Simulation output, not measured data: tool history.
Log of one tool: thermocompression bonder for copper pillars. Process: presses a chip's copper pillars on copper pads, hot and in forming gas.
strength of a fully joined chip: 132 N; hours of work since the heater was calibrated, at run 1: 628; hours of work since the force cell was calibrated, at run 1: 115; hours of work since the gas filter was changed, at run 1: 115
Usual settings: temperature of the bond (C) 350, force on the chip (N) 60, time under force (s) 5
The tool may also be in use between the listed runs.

| run | hour | temperature of the bond (C) | force on the chip (N) | time under force (s) | hours of work since the heater was calibrated | hours of work since the force cell was calibrated | hours of work since the gas filter was changed | force that shears a chip off (N) |
|---|---|---|---|---|---|---|---|---|
| 1 | 0.0 | 350 | 60 | 5 | 628 | 115 | 115 | 88.3 |
| 2 | 14.3 | 350 | 46 | 5 | 638 | 125 | 125 | 74.5 |
| 3 | 33.7 | 350 | 60 | 5 | 651 | 137 | 137 | 88.2 |
| 4 | 50.9 | 350 | 39 | 5 | 662 | 149 | 149 | 67.5 |
| 5 | 66.6 | 350 | 60 | 5 | 673 | 159 | 159 | 87.1 |
| 6 | 74.8 | 350 | 76 | 5 | 678 | 165 | 165 | 99.3 |
| 7 | 94.8 | 350 | 60 | 5 | 691 | 178 | 178 | 88.3 |
| 8 | 109.7 | 350 | 60 | 5 | 701 | 188 | 188 | 87.6 |
| 9 | 128.4 | 350 | 57 | 5 | 713 | 200 | 200 | 84.5 |
| 10 | 147.4 | 350 | 60 | 5 | 726 | 213 | 213 | 87.5 |
| 11 | 163.9 | 350 | 60 | 5 | 737 | 224 | 224 | 86.9 |
| 12 | 179.2 | 350 | 60 | 5 | 747 | 234 | 234 | 87.4 |
| 13 | 195.3 | 350 | 60 | 5 | 758 | 244 | 244 | 87.3 |
| 14 | 214.2 | 350 | 60 | 5 | 770 | 257 | 257 | 85.8 |
| 15 | 224.7 | 334 | 38 | 12 | 777 | 264 | 264 | 75.0 |
| 16 | 239.7 | 350 | 53 | 3 | 787 | 274 | 274 | 69.4 |
| 17 | 251.3 | 330 | 54 | 3 | 795 | 281 | 281 | 57.8 |
| 18 | 259.6 | 330 | 54 | 3 | 800 | 287 | 287 | 57.3 |
|  | 266.0 | heater calibrated with a thermocouple chip |
| 19 | 278.5 | 330 | 54 | 3 | 8 | 298 | 298 | 57.0 |
| 20 | 289.0 | 350 | 37 | 3 | 15 | 305 | 305 | 53.3 |
| 21 | 298.9 | 350 | 37 | 3 | 22 | 312 | 312 | 54.1 |
| 22 | 307.1 | 350 | 37 | 3 | 27 | 317 | 317 | 53.8 |
| 23 | 321.9 | 350 | 37 | 3 | 37 | 327 | 327 | 54.4 |
| 24 | 330.4 | 350 | 37 | 4 | 43 | 332 | 332 | 59.1 |
| 25 | 349.5 | 345 | 52 | 13 | 55 | 345 | 345 | 98.8 |
| 26 | 369.0 | 350 | 51 | 4 | 68 | 358 | 358 | 74.4 |
| 27 | 385.1 | 350 | 51 | 4 | 79 | 369 | 369 | 73.5 |

Forecast each of these 4 alternatives for the next run:
| A | 393.8 | 365 | 61 | 4 | 85 | 374 | 374 | ? |
| B | 393.8 | 350 | 73 | 4 | 85 | 374 | 374 | ? |
| C | 393.8 | 370 | 62 | 14 | 85 | 374 | 374 | ? |
| D | 393.8 | 350 | 63 | 5 | 85 | 374 | 374 | ? |

| run | force that shears a chip off (N) |
|---|---|
| A | 92.2 |
| B | 91.1 |
| C | 120.6 |
| D | 90.0 |
Without the tool's hidden state the same runs would have given:
| run | force that shears a chip off (N) |
|---|---|
| A | 92.2 |
| B | 91.1 |
| C | 120.7 |
| D | 90.0 |

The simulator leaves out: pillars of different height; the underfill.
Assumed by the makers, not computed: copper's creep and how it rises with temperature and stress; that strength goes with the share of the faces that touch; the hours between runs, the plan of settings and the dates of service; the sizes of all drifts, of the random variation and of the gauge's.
